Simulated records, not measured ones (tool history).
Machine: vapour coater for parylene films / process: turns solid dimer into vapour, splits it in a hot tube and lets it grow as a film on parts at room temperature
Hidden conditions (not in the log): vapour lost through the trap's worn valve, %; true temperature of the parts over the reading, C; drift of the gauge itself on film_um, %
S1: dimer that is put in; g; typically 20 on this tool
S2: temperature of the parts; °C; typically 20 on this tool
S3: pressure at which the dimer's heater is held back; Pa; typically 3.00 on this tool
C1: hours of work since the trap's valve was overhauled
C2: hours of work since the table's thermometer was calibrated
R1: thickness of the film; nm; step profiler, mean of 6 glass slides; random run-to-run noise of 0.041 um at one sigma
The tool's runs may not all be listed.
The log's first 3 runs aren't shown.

Run 4, hour 41.9: usual settings; C1 610; C2 323. Result: R1 3810 nm.
Run 5, hour 56.0: usual settings; C1 617; C2 330. Result: R1 3800 nm.
Run 6, hour 70.1: usual settings; C1 624; C2 338. Result: R1 3830 nm.
Run 7, hour 90.7: usual settings but S2 26 °C; C1 635; C2 348. Result: R1 3010 nm.
Run 8, hour 112.4: usual settings but S2 26 °C; C1 646; C2 360. Result: R1 2990 nm.
Run 9, hour 129.7: usual settings but S2 26 °C; C1 655; C2 369. Result: R1 2980 nm.
Run 10, hour 141.0: usual settings but S2 26 °C; C1 661; C2 374. Result: R1 3000 nm.
Run 11, hour 156.6: usual settings but S2 26 °C; C1 669; C2 382. Result: R1 2980 nm.
Run 12, hour 179.6: usual settings but S3 5.26 Pa; C1 681; C2 394. Result: R1 3510 nm.
At hour 182.5: table's thermometer calibrated.
At hour 203.8: trap's valve overhauled.
Run 13, hour 207.6: usual settings but S3 5.26 Pa; C1 2; C2 11. Result: R1 4070 nm.
Run 14, hour 222.9: usual settings but S3 5.26 Pa; C1 10; C2 19. Result: R1 4000 nm.
Run 15, hour 233.9: usual settings but S3 7.13 Pa; C1 16; C2 25. Result: R1 3870 nm.
Run 16, hour 249.1: usual settings but S3 7.13 Pa; C1 23; C2 32. Result: R1 3950 nm.

Estimate the outcome of run 17 from the log above:
Run 17, hour 269.6: usual settings but S1 12 g, S3 9.01 Pa; C1 34; C2 43. Result: R1 ?.

Run 17 gave R1 2240 nm.
If the tool had no hidden condition, the same run with the same run-to-run variation would have returned R1 2300 nm.

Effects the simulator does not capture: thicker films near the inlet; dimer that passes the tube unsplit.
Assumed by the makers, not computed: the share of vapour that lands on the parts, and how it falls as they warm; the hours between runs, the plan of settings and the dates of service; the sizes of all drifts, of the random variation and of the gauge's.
